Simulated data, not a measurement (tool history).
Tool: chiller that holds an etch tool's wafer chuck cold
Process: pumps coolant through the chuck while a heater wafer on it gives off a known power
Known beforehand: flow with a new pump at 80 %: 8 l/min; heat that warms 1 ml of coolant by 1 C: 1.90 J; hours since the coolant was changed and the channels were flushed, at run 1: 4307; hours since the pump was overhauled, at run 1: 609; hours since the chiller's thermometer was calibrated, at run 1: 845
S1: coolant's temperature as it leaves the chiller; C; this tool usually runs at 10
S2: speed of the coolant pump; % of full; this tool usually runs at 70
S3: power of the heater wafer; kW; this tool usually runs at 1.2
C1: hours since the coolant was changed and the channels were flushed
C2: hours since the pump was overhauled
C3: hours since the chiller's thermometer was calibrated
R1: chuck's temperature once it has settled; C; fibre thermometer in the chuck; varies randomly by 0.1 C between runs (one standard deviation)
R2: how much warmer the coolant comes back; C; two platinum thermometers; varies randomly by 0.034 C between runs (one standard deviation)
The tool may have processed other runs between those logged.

| run | hour | S1 | S2 | S3 | C1 | C2 | C3 | R1 | R2 |
|---|---|---|---|---|---|---|---|---|---|
| 1 | 0 | 10 | 70 | 1.2 | 4307 | 609 | 845 | 24 | 5.51 |
| 2 | 38.9 | 10 | 70 | 1.2 | 4346 | 647 | 884 | 24.1 | 5.53 |
| 3 | 58.7 | 10 | 70 | 1.2 | 4366 | 667 | 904 | 24.3 | 5.48 |
| 4 | 84 | 10 | 70 | 1.2 | 4391 | 692 | 929 | 24.4 | 5.51 |
| 5 | 103.8 | 10 | 70 | 1.2 | 4411 | 712 | 949 | 24.1 | 5.5 |
| 6 | 149.1 | 10 | 70 | 1.2 | 4457 | 758 | 994 | 24.2 | 5.55 |
| 7 | 194.6 | 10 | 70 | 1.2 | 4502 | 803 | 1040 | 24.4 | 5.51 |
| 8 | 227 | 10 | 70 | 1.2 | 4534 | 836 | 1072 | 24.4 | 5.58 |
| 9 | 246.8 | 12 | 77 | 0.976 | 4554 | 855 | 1092 | 22.8 | 4.08 |
| 10 | 275 | 10 | 99 | 0.983 | 4582 | 884 | 1120 | 18.9 | 3.12 |
| 11 | 309.2 | 10 | 99 | 0.983 | 4617 | 918 | 1154 | 18.9 | 3.1 |

Difference, measured minus no-hidden-state, one row per run. Run-to-run variation is common to both terms; the gauge's own scatter need not be:
Hidden state at play: heat passed by the chuck's channels, % of clean ones'; flow at a given pump speed, % of a new pump's; coolant's true temperature over the reading, C; drift of the gauge itself on chuck_c, C; drift of the gauge itself on warmer_back_c, C.
| run | R1 | R2 |
|---|---|---|
| 1 | +1.3 | +0.07 |
| 2 | +1.4 | +0.08 |
| 3 | +1.4 | +0.07 |
| 4 | +1.4 | +0.08 |
| 5 | +1.4 | +0.08 |
| 6 | +1.5 | +0.09 |
| 7 | +1.4 | +0.09 |
| 8 | +1.5 | +0.09 |
| 9 | +1.1 | +0.06 |
| 10 | +1 | +0.05 |
| 11 | +1 | +0.05 |

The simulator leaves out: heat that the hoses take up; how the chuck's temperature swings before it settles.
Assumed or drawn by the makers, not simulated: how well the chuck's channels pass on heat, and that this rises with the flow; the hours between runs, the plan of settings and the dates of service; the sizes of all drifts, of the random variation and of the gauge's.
